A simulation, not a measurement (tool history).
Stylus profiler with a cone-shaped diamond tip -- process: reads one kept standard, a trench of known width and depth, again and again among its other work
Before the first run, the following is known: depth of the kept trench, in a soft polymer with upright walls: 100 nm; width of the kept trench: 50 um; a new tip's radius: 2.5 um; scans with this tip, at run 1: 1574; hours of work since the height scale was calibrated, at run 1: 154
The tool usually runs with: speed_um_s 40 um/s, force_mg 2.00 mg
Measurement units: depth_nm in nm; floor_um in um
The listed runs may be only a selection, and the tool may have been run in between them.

run,hour,speed_um_s,force_mg,scans with this tip,hours of work since the height scale was calibrated,depth_nm,floor_um
1,0.0,40,2.00,1574,154,100.70,48.41
2,46.0,40,2.00,1854,182,100.71,48.41
3,79.9,40,2.00,2059,202,100.63,48.40
4,124.0,40,2.00,2327,228,100.68,48.45
5,148.8,28,2.00,2477,243,100.67,48.45
6,178.7,28,2.00,2659,261,100.68,48.47
7,221.7,40,2.00,2919,286,100.66,48.40
8,244.0,40,2.00,3055,300,100.66,48.37
9,266.3,40,2.00,3190,313,100.63,48.40
10,316.4,40,2.00,3494,343,100.67,48.37
11,364.5,40,3.60,3785,371,100.98,48.39
12,399.5,40,3.60,3998,392,100.95,48.43
13,433.1,40,1.07,4202,412,100.40,48.29
# hour 436.7: height scale calibrated on a step standard
14,479.2,40,1.51,4478,25,100.51,48.28
15,529.4,40,1.51,4783,55,100.57,48.30
# hour 548.6: height scale calibrated on a step standard, once more
16,575.6,25,2.00,5060,16,100.62,48.37
17,596.5,14,2.00,5187,28,100.63,48.49
18,636.5,14,2.00,5430,52,100.69,48.48
19,667.6,40,2.00,5618,71,100.67,48.33
20,719.3,40,2.75,5931,101,100.79,48.39
21,756.3,40,2.75,6156,124,100.71,48.42
22,784.4,40,2.75,6327,140,100.78,48.38
23,825.7,40,2.75,6577,165,100.76,48.38
24,855.7,15,1.00,6759,183,100.30,48.37
25,879.8,38,3.10,6905,197,100.86,48.39
26,917.8,133,3.56,7135,220,100.90,48.11
27,964.6,133,3.56,7420,247,100.94,48.16
28,1015.0,133,3.56,7725,277,100.85,48.08
29,1038.7,90,3.48,7869,291,100.94,48.16
30,1061.1,90,3.48,8005,305,100.87,48.22
31,1082.8,10,2.83,8136,318,100.79,48.42
32,1113.8,10,2.83,8325,336,100.79,48.43
33,1155.6,23,2.05,8578,361,100.61,48.33
34,1207.2,130,0.86,8891,392,100.27,47.74
35,1232.7,75,3.22,9046,407,100.88,48.19
36,1257.3,75,3.22,9195,422,100.82,48.25
37,1290.9,155,0.82,9399,441,100.24,47.60
38,1331.1,40,3.12,9642,465,100.79,48.31
39,1359.2,41,5.16,9813,482,101.09,48.36
40,1403.4,131,0.92,10081,508,100.29,47.75
41,1453.7,106,5.12,10386,538,101.17,48.22
42,1474.9,106,5.12,10515,551,101.15,48.18
43,1513.6,106,5.12,10750,574,101.07,48.15
44,1552.0,96,1.46,10983,597,100.37,48.00
45,1591.4,61,3.26,11221,620,100.75,48.20

Alternative continuations, all from the tool just after run 45; predict every row:
A,1627.8,18,3.77,11442,642,?,?
B,1627.8,99,2.85,11442,642,?,?
C,1627.8,18,1.76,11442,642,?,?
D,1627.8,40,0.89,11442,642,?,?

run,depth_nm,floor_um
A,100.87,48.33
B,100.65,48.10
C,100.48,48.30
D,100.22,48.15
Stripped of hidden state, with their random variation kept, the same runs would have yielded:
run,depth_nm,floor_um
A,101.05,48.55
B,100.83,48.31
C,100.67,48.51
D,100.40,48.36

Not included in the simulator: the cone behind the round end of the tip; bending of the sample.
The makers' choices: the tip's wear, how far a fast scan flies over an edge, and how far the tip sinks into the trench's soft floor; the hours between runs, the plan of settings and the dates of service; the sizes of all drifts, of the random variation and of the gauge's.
